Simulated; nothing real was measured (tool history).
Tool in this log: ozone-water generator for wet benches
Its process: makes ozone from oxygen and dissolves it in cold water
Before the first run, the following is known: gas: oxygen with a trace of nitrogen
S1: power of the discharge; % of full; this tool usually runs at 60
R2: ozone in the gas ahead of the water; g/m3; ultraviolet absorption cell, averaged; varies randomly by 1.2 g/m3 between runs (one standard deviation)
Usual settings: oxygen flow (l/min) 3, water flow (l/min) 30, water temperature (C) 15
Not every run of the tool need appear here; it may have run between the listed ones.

run 1 hour=0 | S1=60 oxygen_flow_(l/min)=3 water_flow_(l/min)=30 water_temperature_(C)=15 | dissolved_ozone_(ppm)=13.2 R2=224.7
run 2 hour=37.2 | S1=60 oxygen_flow_(l/min)=3 water_flow_(l/min)=30 water_temperature_(C)=20 | dissolved_ozone_(ppm)=12.7 R2=223.4
run 3 hour=62.8 | S1=60 oxygen_flow_(l/min)=3 water_flow_(l/min)=30 water_temperature_(C)=15 | dissolved_ozone_(ppm)=13 R2=222.3
run 4 hour=92.4 | S1=60 oxygen_flow_(l/min)=3 water_flow_(l/min)=30 water_temperature_(C)=15 | dissolved_ozone_(ppm)=13.2 R2=224.3
run 5 hour=119.9 | S1=60 oxygen_flow_(l/min)=2.62 water_flow_(l/min)=30 water_temperature_(C)=15 | dissolved_ozone_(ppm)=12.7 R2=242
run 6 hour=144 | S1=60 oxygen_flow_(l/min)=3 water_flow_(l/min)=30 water_temperature_(C)=15 | dissolved_ozone_(ppm)=13 R2=223.2
-- hour=147.7 water thermometer calibrated
run 7 hour=169.5 | S1=44 oxygen_flow_(l/min)=3 water_flow_(l/min)=31 water_temperature_(C)=15 | dissolved_ozone_(ppm)=9.5 R2=169
run 8 hour=200.4 | S1=44 oxygen_flow_(l/min)=3 water_flow_(l/min)=31 water_temperature_(C)=15 | dissolved_ozone_(ppm)=9.6 R2=168.8
run 9 hour=226.9 | S1=44 oxygen_flow_(l/min)=3 water_flow_(l/min)=31 water_temperature_(C)=15 | dissolved_ozone_(ppm)=9.7 R2=168.9
-- hour=236.4 water thermometer calibrated, once more
run 10 hour=248.7 | S1=44 oxygen_flow_(l/min)=3 water_flow_(l/min)=31 water_temperature_(C)=15 | dissolved_ozone_(ppm)=9.7 R2=170.6
run 11 hour=270.6 | S1=60 oxygen_flow_(l/min)=1.55 water_flow_(l/min)=36 water_temperature_(C)=15 | dissolved_ozone_(ppm)=8.6 R2=317.1
run 12 hour=310.4 | S1=69 oxygen_flow_(l/min)=2.62 water_flow_(l/min)=21 water_temperature_(C)=12 | dissolved_ozone_(ppm)=20.9 R2=267.4

Measured less the same run without the tool's hidden state. The same run-to-run variation is in both; the gauge's scatter may not be:
Hidden state at play: yield of the discharge, % of new electrodes'; contactor's efficiency, % of a clean one's; true water temperature over the reading, C; drift of the gauge itself on ozone_ppm, %; drift of the gauge itself on gas_g_m3, %.
run=1 dissolved_ozone_(ppm)=-1 R2=-5.2
run=2 dissolved_ozone_(ppm)=-1.1 R2=-5.5
run=3 dissolved_ozone_(ppm)=-1.1 R2=-5.7
run=4 dissolved_ozone_(ppm)=-1.2 R2=-6
run=5 dissolved_ozone_(ppm)=-1.1 R2=-6.8
run=6 dissolved_ozone_(ppm)=-1.1 R2=-6.4
run=7 dissolved_ozone_(ppm)=-0.8 R2=-3.5
run=8 dissolved_ozone_(ppm)=-0.8 R2=-3.6
run=9 dissolved_ozone_(ppm)=-0.8 R2=-3.8
run=10 dissolved_ozone_(ppm)=-0.8 R2=-3.8
run=11 dissolved_ozone_(ppm)=-0.8 R2=-10.8
run=12 dissolved_ozone_(ppm)=-1.8 R2=-10.9

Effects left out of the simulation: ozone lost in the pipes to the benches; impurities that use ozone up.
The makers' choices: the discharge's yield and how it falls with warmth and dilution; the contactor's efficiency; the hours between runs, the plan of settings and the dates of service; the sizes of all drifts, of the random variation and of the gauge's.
